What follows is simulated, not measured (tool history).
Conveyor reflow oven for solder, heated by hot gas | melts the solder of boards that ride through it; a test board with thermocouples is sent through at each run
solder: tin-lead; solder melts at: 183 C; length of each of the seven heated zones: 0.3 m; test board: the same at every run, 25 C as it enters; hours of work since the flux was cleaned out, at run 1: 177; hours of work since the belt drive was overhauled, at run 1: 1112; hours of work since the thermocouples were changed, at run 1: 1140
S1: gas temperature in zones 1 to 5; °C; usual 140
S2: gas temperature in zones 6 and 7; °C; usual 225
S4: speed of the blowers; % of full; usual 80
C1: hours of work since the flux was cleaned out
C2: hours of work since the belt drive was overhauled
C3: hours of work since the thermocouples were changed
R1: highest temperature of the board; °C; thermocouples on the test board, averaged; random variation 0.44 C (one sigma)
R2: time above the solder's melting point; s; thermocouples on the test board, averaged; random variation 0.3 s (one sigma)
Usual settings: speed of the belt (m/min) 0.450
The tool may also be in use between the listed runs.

{"run": 1, "hour": 0.0, "S1": 140, "S2": 225, "speed of the belt (m/min)": 0.45, "S4": 80, "C1": 177, "C2": 1112, "C3": 1140, "R1": 208.5, "R2": 54.5}
{"run": 2, "hour": 42.6, "S1": 140, "S2": 225, "speed of the belt (m/min)": 0.45, "S4": 80, "C1": 197, "C2": 1133, "C3": 1161, "R1": 207.6, "R2": 54.8}
{"run": 3, "hour": 90.5, "S1": 140, "S2": 236, "speed of the belt (m/min)": 0.45, "S4": 80, "C1": 220, "C2": 1156, "C3": 1184, "R1": 217.1, "R2": 62.9}
{"run": 4, "hour": 146.8, "S1": 140, "S2": 217, "speed of the belt (m/min)": 0.45, "S4": 80, "C1": 247, "C2": 1183, "C3": 1211, "R1": 200.7, "R2": 45.9}
{"hour": 179.2, "done": "thermocouples of zones 6 and 7 changed"}
{"run": 5, "hour": 193.9, "S1": 140, "S2": 225, "speed of the belt (m/min)": 0.45, "S4": 80, "C1": 269, "C2": 1205, "C3": 7, "R1": 211.4, "R2": 57.6}
{"run": 6, "hour": 238.2, "S1": 140, "S2": 225, "speed of the belt (m/min)": 0.45, "S4": 80, "C1": 290, "C2": 1226, "C3": 28, "R1": 210.7, "R2": 57.0}
{"hour": 246.5, "done": "flux residue cleaned out of gas plates and filters"}
{"hour": 263.1, "done": "belt drive overhauled, speed set with a stopwatch"}
{"run": 7, "hour": 289.1, "S1": 140, "S2": 225, "speed of the belt (m/min)": 0.45, "S4": 80, "C1": 19, "C2": 12, "C3": 49, "R1": 211.5, "R2": 56.0}
{"run": 8, "hour": 320.2, "S1": 140, "S2": 225, "speed of the belt (m/min)": 0.45, "S4": 73, "C1": 34, "C2": 27, "C3": 64, "R1": 209.3, "R2": 54.0}
{"run": 9, "hour": 344.5, "S1": 140, "S2": 225, "speed of the belt (m/min)": 0.45, "S4": 80, "C1": 45, "C2": 39, "C3": 75, "R1": 211.0, "R2": 55.7}
{"run": 10, "hour": 403.2, "S1": 140, "S2": 225, "speed of the belt (m/min)": 0.45, "S4": 80, "C1": 73, "C2": 67, "C3": 103, "R1": 211.6, "R2": 55.5}
{"run": 11, "hour": 449.3, "S1": 140, "S2": 225, "speed of the belt (m/min)": 0.45, "S4": 80, "C1": 96, "C2": 90, "C3": 126, "R1": 210.7, "R2": 55.7}
{"run": 12, "hour": 475.2, "S1": 140, "S2": 225, "speed of the belt (m/min)": 0.448, "S4": 80, "C1": 108, "C2": 102, "C3": 138, "R1": 210.4, "R2": 55.8}
{"run": 13, "hour": 508.7, "S1": 140, "S2": 225, "speed of the belt (m/min)": 0.448, "S4": 80, "C1": 124, "C2": 118, "C3": 154, "R1": 211.2, "R2": 55.8}
{"run": 14, "hour": 566.8, "S1": 140, "S2": 225, "speed of the belt (m/min)": 0.45, "S4": 80, "C1": 152, "C2": 146, "C3": 182, "R1": 210.5, "R2": 54.9}
{"run": 15, "hour": 626.6, "S1": 140, "S2": 225, "speed of the belt (m/min)": 0.45, "S4": 80, "C1": 181, "C2": 175, "C3": 211, "R1": 209.5, "R2": 54.7}
{"run": 16, "hour": 665.0, "S1": 140, "S2": 225, "speed of the belt (m/min)": 0.45, "S4": 80, "C1": 199, "C2": 193, "C3": 229, "R1": 210.2, "R2": 54.7}
{"run": 17, "hour": 725.0, "S1": 140, "S2": 225, "speed of the belt (m/min)": 0.368, "S4": 76, "C1": 228, "C2": 222, "C3": 258, "R1": 214.3, "R2": 73.1}
{"run": 18, "hour": 768.9, "S1": 127, "S2": 225, "speed of the belt (m/min)": 0.45, "S4": 54, "C1": 249, "C2": 243, "C3": 279, "R1": 199.8, "R2": 35.2}
{"run": 19, "hour": 812.5, "S1": 138, "S2": 230, "speed of the belt (m/min)": 0.398, "S4": 80, "C1": 270, "C2": 264, "C3": 300, "R1": 217.2, "R2": 69.3}
{"hour": 862.0, "done": "flux residue cleaned out of gas plates and filters"}
{"run": 20, "hour": 872.7, "S1": 140, "S2": 225, "speed of the belt (m/min)": 0.42, "S4": 85, "C1": 5, "C2": 291, "C3": 327, "R1": 214.1, "R2": 63.9}
{"run": 21, "hour": 903.6, "S1": 140, "S2": 225, "speed of the belt (m/min)": 0.42, "S4": 85, "C1": 20, "C2": 306, "C3": 342, "R1": 213.5, "R2": 64.0}
{"run": 22, "hour": 948.2, "S1": 127, "S2": 225, "speed of the belt (m/min)": 0.42, "S4": 85, "C1": 41, "C2": 327, "C3": 363, "R1": 211.9, "R2": 56.7}
{"run": 23, "hour": 987.5, "S1": 139, "S2": 219, "speed of the belt (m/min)": 0.42, "S4": 85, "C1": 60, "C2": 346, "C3": 382, "R1": 207.5, "R2": 58.1}
{"run": 24, "hour": 1037.4, "S1": 142, "S2": 229, "speed of the belt (m/min)": 0.365, "S4": 64, "C1": 84, "C2": 370, "C3": 406, "R1": 216.0, "R2": 76.4}
{"run": 25, "hour": 1095.0, "S1": 140, "S2": 225, "speed of the belt (m/min)": 0.366, "S4": 79, "C1": 112, "C2": 398, "C3": 434, "R1": 215.8, "R2": 75.1}
{"run": 26, "hour": 1154.7, "S1": 138, "S2": 221, "speed of the belt (m/min)": 0.366, "S4": 61, "C1": 141, "C2": 426, "C3": 463, "R1": 207.5, "R2": 64.6}
{"run": 27, "hour": 1214.6, "S1": 137, "S2": 231, "speed of the belt (m/min)": 0.366, "S4": 61, "C1": 170, "C2": 455, "C3": 491, "R1": 216.4, "R2": 73.5}
{"run": 28, "hour": 1261.8, "S1": 143, "S2": 225, "speed of the belt (m/min)": 0.47, "S4": 80, "C1": 192, "C2": 478, "C3": 514, "R1": 208.9, "R2": 52.3}
{"run": 29, "hour": 1319.3, "S1": 143, "S2": 225, "speed of the belt (m/min)": 0.47, "S4": 80, "C1": 220, "C2": 506, "C3": 542, "R1": 208.8, "R2": 52.4}
{"run": 30, "hour": 1357.3, "S1": 138, "S2": 230, "speed of the belt (m/min)": 0.511, "S4": 52, "C1": 238, "C2": 524, "C3": 560, "R1": 200.7, "R2": 33.7}

The same runs without the tool's hidden state, with the same run-to-run variation:
The hidden state here: heat that the gas passes to the board, % of a clean oven's; belt's true speed, % of the reading; true gas temperature in zones 6 and 7 over the reading, C; drift of the gauge itself on peak_c, C; drift of the gauge itself on liquid_s, %.
run=1 R1=211.7 R2=55.7
run=2 R1=210.8 R2=56.1
run=3 R1=220.6 R2=63.4
run=4 R1=204.3 R2=49.0
run=5 R1=211.6 R2=56.0
run=6 R1=210.9 R2=55.5
run=7 R1=211.6 R2=56.1
run=8 R1=209.5 R2=54.2
run=9 R1=211.3 R2=56.0
run=10 R1=212.0 R2=56.0
run=11 R1=211.3 R2=56.3
run=12 R1=211.1 R2=56.6
run=13 R1=212.1 R2=56.7
run=14 R1=211.6 R2=56.0
run=15 R1=210.8 R2=56.0
run=16 R1=211.6 R2=56.1
run=17 R1=215.6 R2=74.4
run=18 R1=201.5 R2=37.8
run=19 R1=219.1 R2=70.8
run=20 R1=214.5 R2=63.7
run=21 R1=214.1 R2=63.9
run=22 R1=212.6 R2=56.9
run=23 R1=208.3 R2=58.4
run=24 R1=216.9 R2=76.5
run=25 R1=216.9 R2=75.4
run=26 R1=208.7 R2=65.5
run=27 R1=217.9 R2=74.1
run=28 R1=210.8 R2=53.5
run=29 R1=210.8 R2=53.9
run=30 R1=202.6 R2=35.8
